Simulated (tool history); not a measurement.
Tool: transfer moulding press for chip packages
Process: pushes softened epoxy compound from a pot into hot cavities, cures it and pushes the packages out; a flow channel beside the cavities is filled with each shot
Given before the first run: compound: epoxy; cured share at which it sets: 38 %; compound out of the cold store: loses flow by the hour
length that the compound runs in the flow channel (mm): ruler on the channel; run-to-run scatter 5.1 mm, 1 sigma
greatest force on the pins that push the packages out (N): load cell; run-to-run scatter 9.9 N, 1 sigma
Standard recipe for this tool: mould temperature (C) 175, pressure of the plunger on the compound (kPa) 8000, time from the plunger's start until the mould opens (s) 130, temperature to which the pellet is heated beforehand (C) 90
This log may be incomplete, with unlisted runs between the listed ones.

run,hour,mould temperature (C),pressure of the plunger on the compound (kPa),time from the plunger's start until the mould opens (s),temperature to which the pellet is heated beforehand (C),incoming compound's hours out of the cold store,length that the compound runs in the flow channel (mm),greatest force on the pins that push the packages out (N)
1,0.0,175,8000,130,90,18.1,551,659
2,38.8,172,8000,130,90,9.5,568,1028
# hour 51.3: cavities cleaned with cleaning compound and waxed
3,66.3,175,8000,130,90,39.9,489,974
4,109.3,175,6640,130,90,12.1,508,1064
5,131.2,175,6640,130,90,38.5,429,978
# hour 137.8: cavities cleaned with cleaning compound and waxed
6,161.6,175,6640,130,90,41.8,428,604
7,196.2,175,6640,130,83,13.7,499,824
8,216.6,175,6640,130,83,21.5,477,851
# hour 223.6: cavities cleaned with cleaning compound and waxed
9,239.2,175,8000,130,90,38.6,463,568
# hour 283.7: cavities cleaned with cleaning compound and waxed, once more
10,289.1,175,8000,130,90,24.2,515,517
11,328.9,175,8000,130,90,43.1,454,700
# hour 335.3: plunger's sealing rings changed
# hour 374.0: cavities cleaned with cleaning compound and waxed
12,379.9,175,8000,130,90,13.1,573,521
13,415.7,175,8000,130,90,42.9,500,694
14,455.1,175,8000,130,90,25.3,548,833

Run 15 is up next; what results do you expect?
# hour 461.0: cavities cleaned with cleaning compound and waxed
15,495.8,175,8450,115,99,43.1,?,?

length that the compound runs in the flow channel (mm): 507
greatest force on the pins that push the packages out (N): 796
If the tool had no hidden condition, the same run with the same run-to-run variation would have returned length that the compound runs in the flow channel (mm) 515, greatest force on the pins that push the packages out (N) 545.

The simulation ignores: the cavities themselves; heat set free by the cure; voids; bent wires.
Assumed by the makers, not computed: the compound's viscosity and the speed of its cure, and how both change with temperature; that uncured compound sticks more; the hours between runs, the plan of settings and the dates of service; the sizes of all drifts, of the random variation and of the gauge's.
